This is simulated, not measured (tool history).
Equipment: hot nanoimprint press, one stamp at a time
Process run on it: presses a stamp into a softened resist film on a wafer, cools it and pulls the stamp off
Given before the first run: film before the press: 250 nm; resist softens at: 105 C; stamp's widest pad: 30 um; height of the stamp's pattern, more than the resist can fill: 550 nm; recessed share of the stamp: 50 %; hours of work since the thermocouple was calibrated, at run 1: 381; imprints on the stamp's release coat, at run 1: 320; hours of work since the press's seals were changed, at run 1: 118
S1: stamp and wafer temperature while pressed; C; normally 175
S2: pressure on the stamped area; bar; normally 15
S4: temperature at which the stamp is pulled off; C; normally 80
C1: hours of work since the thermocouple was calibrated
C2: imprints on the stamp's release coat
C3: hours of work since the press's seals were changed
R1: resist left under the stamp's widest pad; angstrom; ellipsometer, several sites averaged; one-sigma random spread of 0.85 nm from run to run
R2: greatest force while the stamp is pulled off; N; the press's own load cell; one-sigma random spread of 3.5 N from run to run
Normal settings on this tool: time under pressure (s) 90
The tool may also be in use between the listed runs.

{"run": 1, "day": 0.0, "S1": 175, "S2": 15, "time under pressure (s)": 90, "S4": 80, "C1": 381, "C2": 320, "C3": 118, "R1": 1191, "R2": 183}
{"run": 2, "day": 2.233, "S1": 175, "S2": 15, "time under pressure (s)": 90, "S4": 80, "C1": 409, "C2": 443, "C3": 146, "R1": 1223, "R2": 181}
{"run": 3, "day": 4.629, "S1": 185, "S2": 15, "time under pressure (s)": 90, "S4": 80, "C1": 440, "C2": 575, "C3": 176, "R1": 916, "R2": 196}
{"run": 4, "day": 7.438, "S1": 185, "S2": 15, "time under pressure (s)": 90, "S4": 80, "C1": 475, "C2": 730, "C3": 212, "R1": 913, "R2": 193}
{"day": 8.512, "done": "stamp cleaned and given a new release coat"}
{"run": 5, "day": 10.1, "S1": 185, "S2": 15, "time under pressure (s)": 90, "S4": 80, "C1": 506, "C2": 88, "C3": 243, "R1": 927, "R2": 172}
{"run": 6, "day": 12.471, "S1": 185, "S2": 15, "time under pressure (s)": 90, "S4": 80, "C1": 536, "C2": 218, "C3": 273, "R1": 922, "R2": 183}
{"day": 12.842, "done": "plate thermocouple calibrated"}
{"run": 7, "day": 15.217, "S1": 185, "S2": 22.5, "time under pressure (s)": 90, "S4": 80, "C1": 30, "C2": 363, "C3": 307, "R1": 752, "R2": 187}
{"run": 8, "day": 17.454, "S1": 185, "S2": 22.5, "time under pressure (s)": 90, "S4": 86, "C1": 59, "C2": 486, "C3": 335, "R1": 745, "R2": 182}
{"run": 9, "day": 20.688, "S1": 167, "S2": 15, "time under pressure (s)": 90, "S4": 80, "C1": 100, "C2": 665, "C3": 376, "R1": 1589, "R2": 191}
{"day": 22.754, "done": "stamp cleaned and given a new release coat"}
{"run": 10, "day": 23.475, "S1": 175, "S2": 18.3, "time under pressure (s)": 90, "S4": 80, "C1": 132, "C2": 40, "C3": 409, "R1": 1143, "R2": 169}
{"day": 23.925, "done": "plate thermocouple calibrated, once more"}
{"run": 11, "day": 26.129, "S1": 175, "S2": 21.9, "time under pressure (s)": 90, "S4": 80, "C1": 28, "C2": 179, "C3": 441, "R1": 948, "R2": 174}
{"run": 12, "day": 27.954, "S1": 175, "S2": 21.9, "time under pressure (s)": 90, "S4": 80, "C1": 51, "C2": 280, "C3": 464, "R1": 939, "R2": 180}
{"run": 13, "day": 31.446, "S1": 175, "S2": 15, "time under pressure (s)": 90, "S4": 80, "C1": 96, "C2": 472, "C3": 508, "R1": 1165, "R2": 182}
{"run": 14, "day": 32.983, "S1": 175, "S2": 15, "time under pressure (s)": 90, "S4": 80, "C1": 115, "C2": 557, "C3": 528, "R1": 1171, "R2": 184}
{"run": 15, "day": 36.175, "S1": 175, "S2": 15, "time under pressure (s)": 60, "S4": 80, "C1": 156, "C2": 733, "C3": 569, "R1": 1320, "R2": 192}
{"day": 37.017, "done": "stamp cleaned and given a new release coat"}
{"run": 16, "day": 38.092, "S1": 175, "S2": 9.2, "time under pressure (s)": 90, "S4": 80, "C1": 177, "C2": 59, "C3": 590, "R1": 1490, "R2": 170}
{"run": 17, "day": 39.7, "S1": 175, "S2": 9.2, "time under pressure (s)": 90, "S4": 80, "C1": 198, "C2": 147, "C3": 610, "R1": 1490, "R2": 174}
{"run": 18, "day": 41.996, "S1": 172, "S2": 14.7, "time under pressure (s)": 126, "S4": 68, "C1": 227, "C2": 274, "C3": 640, "R1": 1174, "R2": 195}
{"run": 19, "day": 44.525, "S1": 180, "S2": 12.6, "time under pressure (s)": 90, "S4": 83, "C1": 259, "C2": 413, "C3": 672, "R1": 1141, "R2": 181}
{"day": 45.942, "done": "press's hydraulic seals changed and the load cell set to zero"}
{"run": 20, "day": 46.546, "S1": 184, "S2": 23.2, "time under pressure (s)": 60, "S4": 85, "C1": 281, "C2": 507, "C3": 8, "R1": 827, "R2": 183}
{"run": 21, "day": 50.042, "S1": 167, "S2": 12, "time under pressure (s)": 53, "S4": 80, "C1": 325, "C2": 699, "C3": 52, "R1": 1861, "R2": 195}
{"day": 51.471, "done": "stamp cleaned and given a new release coat"}
{"run": 22, "day": 53.838, "S1": 175, "S2": 21.2, "time under pressure (s)": 90, "S4": 81, "C1": 370, "C2": 131, "C3": 97, "R1": 981, "R2": 170}
{"run": 23, "day": 57.317, "S1": 175, "S2": 10.2, "time under pressure (s)": 90, "S4": 81, "C1": 415, "C2": 323, "C3": 142, "R1": 1466, "R2": 184}
{"run": 24, "day": 60.483, "S1": 175, "S2": 20.8, "time under pressure (s)": 90, "S4": 80, "C1": 455, "C2": 497, "C3": 182, "R1": 1015, "R2": 191}
{"run": 25, "day": 63.229, "S1": 170, "S2": 20.8, "time under pressure (s)": 90, "S4": 75, "C1": 490, "C2": 648, "C3": 217, "R1": 1188, "R2": 195}
{"day": 65.617, "done": "stamp cleaned and given a new release coat"}
{"run": 26, "day": 66.408, "S1": 181, "S2": 22.7, "time under pressure (s)": 58, "S4": 87, "C1": 527, "C2": 44, "C3": 254, "R1": 944, "R2": 164}
{"day": 67.396, "done": "plate thermocouple calibrated"}
{"run": 27, "day": 69.367, "S1": 186, "S2": 22.7, "time under pressure (s)": 58, "S4": 87, "C1": 25, "C2": 200, "C3": 290, "R1": 796, "R2": 170}
{"run": 28, "day": 71.829, "S1": 175, "S2": 14.6, "time under pressure (s)": 90, "S4": 72, "C1": 56, "C2": 336, "C3": 322, "R1": 1160, "R2": 193}
{"run": 29, "day": 75.504, "S1": 180, "S2": 10.7, "time under pressure (s)": 90, "S4": 72, "C1": 103, "C2": 539, "C3": 369, "R1": 1211, "R2": 199}

Each run again, without the hidden state but with its own random variation kept:
Hidden state at play: true temperature over the reading, C; pressure that arrives at the usual setting, %; grip of the stamp's worn release coat, % over a new coat's; drift of the gauge itself on residual_nm, %; drift of the gauge itself on pull_off_n, %.
run=1 R1=1129 R2=172
run=2 R1=1156 R2=166
run=3 R1=865 R2=176
run=4 R1=856 R2=168
run=5 R1=867 R2=167
run=6 R1=858 R2=173
run=7 R1=680 R2=172
run=8 R1=670 R2=164
run=9 R1=1431 R2=167
run=10 R1=1013 R2=163
run=11 R1=931 R2=169
run=12 R1=918 R2=172
run=13 R1=1138 R2=167
run=14 R1=1140 R2=167
run=15 R1=1282 R2=169
run=16 R1=1452 R2=167
run=17 R1=1448 R2=169
run=18 R1=1125 R2=185
run=19 R1=1093 R2=168
run=20 R1=801 R2=167
run=21 R1=1806 R2=172
run=22 R1=933 R2=165
run=23 R1=1397 R2=172
run=24 R1=953 R2=173
run=25 R1=1108 R2=173
run=26 R1=878 R2=160
run=27 R1=786 R2=164
run=28 R1=1143 R2=182
run=29 R1=1188 R2=181

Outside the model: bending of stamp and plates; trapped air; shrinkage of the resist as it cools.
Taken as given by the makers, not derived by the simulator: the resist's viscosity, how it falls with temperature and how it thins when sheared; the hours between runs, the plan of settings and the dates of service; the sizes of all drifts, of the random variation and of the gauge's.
